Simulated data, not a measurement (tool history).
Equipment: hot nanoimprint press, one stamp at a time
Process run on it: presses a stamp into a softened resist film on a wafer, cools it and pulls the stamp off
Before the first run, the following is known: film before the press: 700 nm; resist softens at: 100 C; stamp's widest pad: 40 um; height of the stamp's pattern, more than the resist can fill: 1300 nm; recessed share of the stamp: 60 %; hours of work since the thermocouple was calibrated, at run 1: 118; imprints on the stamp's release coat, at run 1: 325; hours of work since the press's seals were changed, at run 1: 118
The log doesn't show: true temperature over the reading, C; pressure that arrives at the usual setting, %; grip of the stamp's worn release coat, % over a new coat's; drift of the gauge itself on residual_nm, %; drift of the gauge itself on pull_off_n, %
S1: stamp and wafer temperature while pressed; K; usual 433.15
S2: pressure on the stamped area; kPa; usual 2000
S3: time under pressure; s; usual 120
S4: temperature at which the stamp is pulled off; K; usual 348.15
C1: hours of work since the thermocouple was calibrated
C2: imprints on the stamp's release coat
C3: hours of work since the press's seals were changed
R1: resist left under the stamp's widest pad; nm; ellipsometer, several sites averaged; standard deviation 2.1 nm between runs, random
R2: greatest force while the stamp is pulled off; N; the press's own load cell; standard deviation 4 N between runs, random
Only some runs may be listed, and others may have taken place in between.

Run 1, hour 0.0: usual settings; C1 118; C2 325; C3 118. Result: R1 355.9 nm, R2 211 N.
Run 2, hour 36.6: usual settings; C1 144; C2 519; C3 144. Result: R1 361.6 nm, R2 217 N.
Run 3, hour 77.3: usual settings but S2 2040 kPa; C1 172; C2 735; C3 172. Result: R1 359.2 nm, R2 235 N.
At hour 162.2: stamp cleaned and given a new release coat.
Run 4, hour 163.9: usual settings but S2 2040 kPa; C1 229; C2 9; C3 229. Result: R1 360.1 nm, R2 203 N.
Run 5, hour 215.6: usual settings but S2 2040 kPa; C1 265; C2 283; C3 265. Result: R1 366.7 nm, R2 212 N.
Run 6, hour 260.8: usual settings but S2 2040 kPa; C1 297; C2 523; C3 297. Result: R1 362.1 nm, R2 225 N.
Run 7, hour 330.3: usual settings but S2 2040 kPa; C1 346; C2 892; C3 346. Result: R1 370.6 nm, R2 235 N.
At hour 384.5: stamp cleaned and given a new release coat.
Run 8, hour 401.9: usual settings but S3 79 s; C1 392; C2 92; C3 392. Result: R1 427.7 nm, R2 207 N.
Run 9, hour 439.9: usual settings but S3 79 s; C1 419; C2 293; C3 419. Result: R1 428.3 nm, R2 211 N.
Run 10, hour 490.4: usual settings; C1 454; C2 561; C3 454. Result: R1 380.1 nm, R2 220 N.
Run 11, hour 543.2: usual settings; C1 491; C2 841; C3 491. Result: R1 382.2 nm, R2 242 N.
Run 12, hour 588.5: usual settings but S4 336.15 K; C1 523; C2 1082; C3 523. Result: R1 383.4 nm, R2 273 N.
At hour 607.5: stamp cleaned and given a new release coat.
At hour 645.4: press's hydraulic seals changed and the load cell set to zero.
At hour 659.8: plate thermocouple calibrated.
Run 13, hour 671.7: usual settings but S4 346.15 K; C1 8; C2 282; C3 16. Result: R1 354.2 nm, R2 211 N.
Run 14, hour 740.2: usual settings but S4 346.15 K; C1 56; C2 645; C3 65. Result: R1 357.7 nm, R2 232 N.
Run 15, hour 816.0: usual settings but S1 423.15 K, S3 158 s, S4 354.15 K; C1 110; C2 1047; C3 118. Result: R1 524.3 nm, R2 225 N.
At hour 841.8: stamp cleaned and given a new release coat.
Run 16, hour 906.4: usual settings but S3 61 s; C1 169; C2 343; C3 177. Result: R1 444.4 nm, R2 211 N.
Run 17, hour 959.6: usual settings but S3 61 s; C1 206; C2 625; C3 214. Result: R1 454.0 nm, R2 224 N.
Run 18, hour 1024.3: usual settings but S1 434.15 K, S4 339.15 K; C1 252; C2 968; C3 260. Result: R1 353.9 nm, R2 266 N.
At hour 1064.7: stamp cleaned and given a new release coat.
Run 19, hour 1072.5: usual settings but S1 434.15 K, S4 339.15 K; C1 281; C2 41; C3 289. Result: R1 355.4 nm, R2 215 N.
Run 20, hour 1127.7: usual settings but S1 434.15 K, S3 85 s, S4 344.15 K; C1 320; C2 334; C3 328. Result: R1 402.1 nm, R2 225 N.
Run 21, hour 1200.4: usual settings but S1 434.15 K, S3 85 s, S4 344.15 K; C1 371; C2 720; C3 379. Result: R1 401.2 nm, R2 235 N.
Run 22, hour 1241.4: usual settings but S1 434.15 K, S3 85 s, S4 344.15 K; C1 400; C2 937; C3 408. Result: R1 406.5 nm, R2 246 N.
At hour 1290.8: stamp cleaned and given a new release coat.
Run 23, hour 1290.8: usual settings but S1 439.15 K, S2 2250 kPa, S3 190 s, S4 344.15 K; C1 430; C2 0; C3 439. Result: R1 228.1 nm, R2 209 N.
Run 24, hour 1360.3: usual settings but S1 436.15 K, S3 165 s; C1 479; C2 369; C3 487. Result: R1 301.6 nm, R2 209 N.
Run 25, hour 1429.1: usual settings but S2 2150 kPa, S3 65 s; C1 528; C2 734; C3 536. Result: R1 457.9 nm, R2 233 N.
At hour 1460.3: press's hydraulic seals changed and the load cell set to zero.
At hour 1482.3: plate thermocouple calibrated.
At hour 1525.9: stamp cleaned and given a new release coat.
Run 26, hour 1532.3: usual settings but S1 421.15 K, S4 337.15 K; C1 31; C2 34; C3 44. Result: R1 573.0 nm, R2 218 N.
Run 27, hour 1613.5: usual settings but S3 149 s; C1 88; C2 465; C3 101. Result: R1 325.3 nm, R2 204 N.
Run 28, hour 1681.1: usual settings but S4 333.15 K; C1 135; C2 824; C3 149. Result: R1 352.9 nm, R2 264 N.

Alternative continuations, all from the tool just after run 28; predict every row:
Run A, hour 1727.6: usual settings but S1 440.15 K, S2 1380 kPa, S3 157 s; C1 168; C2 1070; C3 181. Result: R1 ?, R2 ?.
Run B, hour 1727.6: usual settings but S1 444.15 K, S2 1360 kPa, S4 351.15 K; C1 168; C2 1070; C3 181. Result: R1 ?, R2 ?.
Run C, hour 1727.6: usual settings but S2 1580 kPa, S3 83 s, S4 333.15 K; C1 168; C2 1070; C3 181. Result: R1 ?, R2 ?.
Run D, hour 1727.6: usual settings but S2 2380 kPa, S3 99 s, S4 333.15 K; C1 168; C2 1070; C3 181. Result: R1 ?, R2 ?.
Run E, hour 1727.6: usual settings but S2 1880 kPa, S4 347.15 K; C1 168; C2 1070; C3 181. Result: R1 ?, R2 ?.

run     R1   R2
  A  277.9  248
  B  257.4  243
  C  439.3  284
  D  348.1  276
  E  372.0  241
Without the tool's unlogged condition, the same runs would have read:
run     R1   R2
  A  271.1  195
  B  251.4  190
  C  430.1  223
  D  338.2  216
  E  362.5  189
